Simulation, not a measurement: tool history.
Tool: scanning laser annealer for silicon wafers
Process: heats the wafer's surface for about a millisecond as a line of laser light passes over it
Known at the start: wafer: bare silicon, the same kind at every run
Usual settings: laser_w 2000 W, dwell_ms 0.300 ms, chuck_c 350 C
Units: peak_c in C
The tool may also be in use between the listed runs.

run,day,laser_w,dwell_ms,chuck_c,peak_c
1,0.000,2000,0.300,350,1094
2,0.350,2000,0.300,350,1095
3,0.775,2000,0.300,350,1094
4,1.096,1844,0.300,350,1029
5,1.342,2000,0.262,350,1042
6,1.721,2000,0.262,350,1039
7,2.058,2000,0.262,350,1041
8,2.312,2000,0.262,350,1042
9,2.525,2000,0.262,350,1037
10,2.854,1896,0.300,350,1048
11,3.071,2000,0.300,350,1093
12,3.442,2000,0.300,350,1095
13,3.742,2000,0.300,350,1092
14,4.158,2000,0.300,350,1096
15,4.392,2000,0.300,350,1093
16,4.738,2000,0.300,350,1091
17,5.171,1918,0.328,350,1090
18,5.458,1918,0.328,350,1090
19,5.825,1918,0.328,350,1091
20,6.158,2055,0.339,375,1191
21,6.404,2028,0.300,358,1113
22,6.696,2028,0.300,358,1111
23,7.038,1992,0.317,389,1149
24,7.283,1992,0.317,389,1148
25,7.579,1992,0.317,389,1148
26,7.796,1992,0.317,389,1148
27,8.204,1992,0.317,389,1149
28,8.467,2195,0.232,363,1078
29,8.762,2000,0.336,337,1127
30,9.004,2063,0.366,318,1171
31,9.358,2063,0.366,318,1171

Hidden state or all else? Some run-to-run changes of peak_c, split into what the settings, what came in and random variation would give without the hidden state, and what is left for the hidden state (with any gauge scatter that isn't in both results):
The hidden state here: light that passes the window, % of a clean one's; laser's true power over the reading, %; width of the line over the set one, %; drift of the gauge itself on peak_c, C.
Run 19 -> 20: laser_w 1918 -> 2055, dwell_ms 0.328 -> 0.339, chuck_c 350 -> 375. peak_c +100 C: hidden state -3, all else +103.
Run 20 -> 21: laser_w 2055 -> 2028, dwell_ms 0.339 -> 0.300, chuck_c 375 -> 358. peak_c -78 C: hidden state +2, all else -80.
Run 27 -> 28: laser_w 1992 -> 2195, dwell_ms 0.317 -> 0.232, chuck_c 389 -> 363. peak_c -71 C: hidden state +2, all else -73.
Run 28 -> 29: laser_w 2195 -> 2000, dwell_ms 0.232 -> 0.336, chuck_c 363 -> 337. peak_c +49 C: hidden state -4, all else +53.
Run 29 -> 30: laser_w 2000 -> 2063, dwell_ms 0.336 -> 0.366, chuck_c 337 -> 318. peak_c +44 C: hidden state -3, all else +47.
